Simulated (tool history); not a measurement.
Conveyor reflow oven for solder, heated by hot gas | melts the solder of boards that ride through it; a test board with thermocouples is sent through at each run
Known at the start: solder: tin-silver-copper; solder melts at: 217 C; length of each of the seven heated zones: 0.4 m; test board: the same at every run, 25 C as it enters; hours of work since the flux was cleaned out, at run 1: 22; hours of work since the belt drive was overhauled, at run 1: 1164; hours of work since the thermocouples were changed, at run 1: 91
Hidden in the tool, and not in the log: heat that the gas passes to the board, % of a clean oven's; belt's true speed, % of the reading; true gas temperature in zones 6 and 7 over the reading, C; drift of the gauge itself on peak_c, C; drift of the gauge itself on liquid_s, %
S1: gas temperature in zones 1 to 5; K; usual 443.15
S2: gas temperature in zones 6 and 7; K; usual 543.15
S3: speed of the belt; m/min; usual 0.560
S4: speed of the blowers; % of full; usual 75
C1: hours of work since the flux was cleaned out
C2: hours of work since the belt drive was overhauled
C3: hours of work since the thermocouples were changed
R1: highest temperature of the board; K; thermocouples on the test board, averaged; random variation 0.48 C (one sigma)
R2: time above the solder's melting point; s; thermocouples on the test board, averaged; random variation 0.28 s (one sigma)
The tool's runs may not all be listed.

run	day	S1	S2	S3	S4	C1	C2	C3	R1	R2
1	0.000	443.15	543.15	0.560	75	22	1164	91	531.95	70.9
2	2.129	443.15	543.15	0.560	75	59	1201	128	531.45	70.4
3	3.992	443.15	543.15	0.560	75	92	1233	160	530.65	70.4
4	5.667	443.15	543.15	0.560	75	121	1262	189	530.55	70.4
5	6.921	443.15	543.15	0.560	75	143	1284	211	531.85	70.6
6	8.546	443.15	543.15	0.560	75	171	1313	240	530.95	69.8
7	9.579	443.15	543.15	0.560	75	189	1331	258	531.55	69.8
8	11.529	443.15	543.15	0.560	54	223	1365	292	526.45	64.5
9	13.583	443.15	543.15	0.560	54	259	1400	328	524.95	64.0
10	14.633	434.15	543.15	0.560	75	277	1419	346	528.45	64.9
11	16.067	438.15	543.15	0.560	75	302	1444	371	528.65	66.5
# day 16.500: flux residue cleaned out of gas plates and filters
12	18.233	438.15	543.15	0.560	75	30	1478	405	531.05	69.5
# day 19.700: belt drive overhauled, speed set with a stopwatch
13	20.908	438.15	543.15	0.560	75	74	21	449	528.85	65.0
14	23.425	438.15	543.15	0.560	75	118	65	493	528.95	64.5
15	24.771	438.15	534.15	0.560	75	141	89	516	519.65	58.0
16	27.171	438.15	534.15	0.560	75	183	130	558	518.75	57.4
17	28.404	443.15	543.15	0.486	75	205	152	580	532.25	80.4
18	30.829	449.15	555.15	0.515	70	247	194	622	541.65	83.2
19	32.592	449.15	555.15	0.515	70	278	225	653	540.45	83.6
# day 34.308: flux residue cleaned out of gas plates and filters
20	34.892	449.15	555.15	0.515	70	10	261	689	543.05	83.7
21	37.379	449.15	555.15	0.515	70	54	305	733	543.25	84.5
22	39.433	449.15	555.15	0.515	70	89	341	768	543.05	83.9
23	40.717	449.15	555.15	0.515	70	112	363	791	541.45	84.3
24	42.662	449.15	555.15	0.515	70	146	397	825	542.95	83.8

3 ways to go on from here, each from the tool as it stands after run 24. What would each give?
A	45.067	430.15	555.15	0.515	70	188	439	867	?	?
B	45.067	446.15	543.15	0.560	79	188	439	867	?	?
C	45.067	449.15	555.15	0.515	66	188	439	867	?	?

run	R1	R2
A	539.65	75.6
B	529.95	68.5
C	540.85	83.2
Without the tool's hidden state the same runs would have given:
run	R1	R2
A	542.95	77.0
B	533.15	70.2
C	543.85	84.0

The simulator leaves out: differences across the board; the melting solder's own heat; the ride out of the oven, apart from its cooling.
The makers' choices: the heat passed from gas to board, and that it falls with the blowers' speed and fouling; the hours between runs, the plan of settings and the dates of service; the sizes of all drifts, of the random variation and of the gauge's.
